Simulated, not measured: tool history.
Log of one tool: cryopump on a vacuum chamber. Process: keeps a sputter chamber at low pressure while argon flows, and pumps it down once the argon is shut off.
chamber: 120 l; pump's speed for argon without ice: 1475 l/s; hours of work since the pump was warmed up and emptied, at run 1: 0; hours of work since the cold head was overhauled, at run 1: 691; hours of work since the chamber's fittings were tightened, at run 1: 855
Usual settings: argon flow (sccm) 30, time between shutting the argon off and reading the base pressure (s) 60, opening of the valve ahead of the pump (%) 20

run	hour	argon flow (sccm)	time between shutting the argon off and reading the base pressure (s)	opening of the valve ahead of the pump (%)	hours of work since the pump was warmed up and emptied	hours of work since the cold head was overhauled	hours of work since the chamber's fittings were tightened	pressure while argon flows (Pa)	pressure after the wait (uPa)
1	0	30	60	20	0	691	855	0.1736	1.14
2	29.3	30	60	20	17	708	872	0.1734	1.15
3	63.8	30	60	20	38	728	892	0.1725	1.12
4	95.8	30	60	53	56	747	911	0.0659	1.13
5	114.8	30	60	52	68	758	922	0.068	1.19
6	140.9	30	60	52	83	774	938	0.0685	1.13
7	170.1	30	60	52	100	791	955	0.0681	1.17
8	194.6	30	60	20	115	805	969	0.1735	1.15
9	221.1	30	60	20	130	821	985	0.176	1.16

The next listed run, before its measurement:
10	255.6	30	60	20	151	841	1005	?	?

pressure while argon flows (Pa): 0.1746
pressure after the wait (uPa): 1.15
Without the tool's hidden state the same run would have given pressure while argon flows (Pa) 0.1723, pressure after the wait (uPa) 1.05.

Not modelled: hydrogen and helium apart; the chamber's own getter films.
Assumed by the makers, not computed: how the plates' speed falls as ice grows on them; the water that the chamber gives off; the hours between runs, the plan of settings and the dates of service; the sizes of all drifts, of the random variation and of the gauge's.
